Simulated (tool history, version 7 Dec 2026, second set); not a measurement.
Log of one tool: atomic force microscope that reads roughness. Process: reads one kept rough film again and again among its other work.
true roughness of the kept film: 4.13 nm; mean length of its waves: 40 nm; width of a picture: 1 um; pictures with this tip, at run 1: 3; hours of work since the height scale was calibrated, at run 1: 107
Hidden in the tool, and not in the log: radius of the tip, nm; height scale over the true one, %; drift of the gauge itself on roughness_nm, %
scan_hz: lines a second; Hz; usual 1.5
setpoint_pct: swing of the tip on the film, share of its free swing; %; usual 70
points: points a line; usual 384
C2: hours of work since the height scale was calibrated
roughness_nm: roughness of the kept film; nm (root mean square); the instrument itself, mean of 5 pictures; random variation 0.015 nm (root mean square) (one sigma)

Run 1, hour 0: usual settings; pictures with this tip 3; C2 107. Result: roughness_nm 3.6 nm (root mean square).
Run 2, hour 9.7: usual settings; pictures with this tip 17; C2 112. Result: roughness_nm 3.559 nm (root mean square).
Run 3, hour 15.1: usual settings; pictures with this tip 25; C2 115. Result: roughness_nm 3.532 nm (root mean square).
Run 4, hour 23.2: usual settings; pictures with this tip 36; C2 119. Result: roughness_nm 3.469 nm (root mean square).
Run 5, hour 28.7: usual settings but points 823; pictures with this tip 44; C2 122. Result: roughness_nm 3.436 nm (root mean square).
Run 6, hour 37.4: usual settings but points 823; pictures with this tip 57; C2 127. Result: roughness_nm 3.394 nm (root mean square).
Run 7, hour 43.1: usual settings but points 823; pictures with this tip 65; C2 130. Result: roughness_nm 3.354 nm (root mean square).
Run 8, hour 48.8: usual settings but points 823; pictures with this tip 74; C2 133. Result: roughness_nm 3.323 nm (root mean square).
Run 9, hour 55.4: usual settings but scan_hz 1.04 Hz, points 514; pictures with this tip 83; C2 136. Result: roughness_nm 3.312 nm (root mean square).
Run 10, hour 63.2: usual settings but scan_hz 1.04 Hz, points 514; pictures with this tip 95; C2 141. Result: roughness_nm 3.267 nm (root mean square).
At hour 64.8: height scale calibrated on a step standard.
Run 11, hour 71.4: usual settings but scan_hz 1.04 Hz, setpoint_pct 73 %, points 514; pictures with this tip 105; C2 3. Result: roughness_nm 3.23 nm (root mean square).
Run 12, hour 78.7: usual settings but scan_hz 1.56 Hz, setpoint_pct 80 %, points 514; pictures with this tip 115; C2 7. Result: roughness_nm 3.055 nm (root mean square).
Run 13, hour 88: usual settings but scan_hz 1.57 Hz, setpoint_pct 90 %, points 346; pictures with this tip 129; C2 12. Result: roughness_nm 2.867 nm (root mean square).
Run 14, hour 96.6: usual settings but scan_hz 0.92 Hz, setpoint_pct 69 %, points 951; pictures with this tip 141; C2 17. Result: roughness_nm 3.124 nm (root mean square).
Run 15, hour 102.7: usual settings but scan_hz 0.92 Hz, setpoint_pct 69 %, points 951; pictures with this tip 150; C2 20. Result: roughness_nm 3.097 nm (root mean square).

3 ways to go on from here, each from the tool as it stands after run 15. What would each give?
Run A, hour 108: usual settings but scan_hz 0.61 Hz, setpoint_pct 68 %, points 741; pictures with this tip 158; C2 23. Result: roughness_nm ?.
Run B, hour 108: usual settings but scan_hz 1.84 Hz, points 538; pictures with this tip 158; C2 23. Result: roughness_nm ?.
Run C, hour 108: usual settings but scan_hz 1.87 Hz, setpoint_pct 62 %, points 460; pictures with this tip 158; C2 23. Result: roughness_nm ?.

run  roughness_nm
  A         3.095
  B         2.998
  C         3.037
Without the tool's hidden state the same runs would have given:
run  roughness_nm
  A         3.788
  B         3.667
  C         3.714
